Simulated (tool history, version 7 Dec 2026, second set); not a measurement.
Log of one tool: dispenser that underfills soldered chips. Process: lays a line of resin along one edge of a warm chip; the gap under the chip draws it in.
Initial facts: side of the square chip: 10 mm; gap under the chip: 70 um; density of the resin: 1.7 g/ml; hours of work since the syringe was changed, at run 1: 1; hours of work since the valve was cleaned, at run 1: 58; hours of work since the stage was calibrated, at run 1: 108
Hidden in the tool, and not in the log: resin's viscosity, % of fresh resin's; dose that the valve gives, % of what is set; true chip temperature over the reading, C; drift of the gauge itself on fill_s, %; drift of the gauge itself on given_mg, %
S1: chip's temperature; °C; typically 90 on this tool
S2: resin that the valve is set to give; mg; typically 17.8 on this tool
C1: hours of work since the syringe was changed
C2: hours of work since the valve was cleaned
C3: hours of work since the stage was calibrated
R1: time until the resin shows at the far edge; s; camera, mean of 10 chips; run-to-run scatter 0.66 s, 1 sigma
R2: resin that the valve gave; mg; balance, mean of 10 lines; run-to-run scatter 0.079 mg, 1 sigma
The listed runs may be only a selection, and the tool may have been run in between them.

run	day	S1	S2	C1	C2	C3	R1	R2
1	0.000	90	17.8	1	58	108	62.1	17.39
2	0.321	90	17.8	6	63	113	73.8	17.36
3	0.575	90	17.8	9	67	117	85.2	17.43
# day 0.629: new syringe of resin
4	0.825	90	17.8	3	70	120	67.5	17.43
5	1.158	90	17.8	8	75	125	82.8	17.32
# day 1.317: new syringe of resin
6	1.388	90	18.9	1	79	129	62.9	18.27
7	1.558	90	18.9	4	81	131	69.7	18.44
8	1.767	90	19.6	7	84	134	78.2	19.12
# day 2.012: new syringe of resin
9	2.150	90	20.8	2	90	140	65.0	20.27
10	2.392	90	20.8	6	94	144	74.5	20.13
# day 2.700: new syringe of resin
11	2.738	90	20.8	1	99	149	62.1	20.24
12	2.933	90	20.8	4	102	152	70.1	20.02
# day 3.267: dispensing valve cleaned and set on the balance
13	3.312	103	18.1	9	1	157	51.8	17.92
# day 3.421: new syringe of resin
14	3.496	89	15.2	1	3	159	69.5	15.07
15	3.771	80	17.9	5	7	164	111.9	17.89
# day 4.121: new syringe of resin
16	4.150	79	20.9	0	13	169	93.7	20.68
17	4.417	79	20.9	4	17	173	110.6	20.65
18	4.650	79	15.9	8	21	177	129.1	15.68

Pick out some run-to-run changes in R1. Of each, how much would a tool without hidden state show as well, from the settings, what came in and chance, and how much is left for the hidden state and any gauge scatter not in both results compared?
Run 14 -> 15: S1 89 -> 80, S2 15.2 -> 17.9. R1 +42.4 s: hidden state +18.5, all else +23.9.
Run 15 -> 16: S1 80 -> 79, S2 17.9 -> 20.9, new syringe of resin. R1 -18.2 s: hidden state -20.2, all else +2.0.
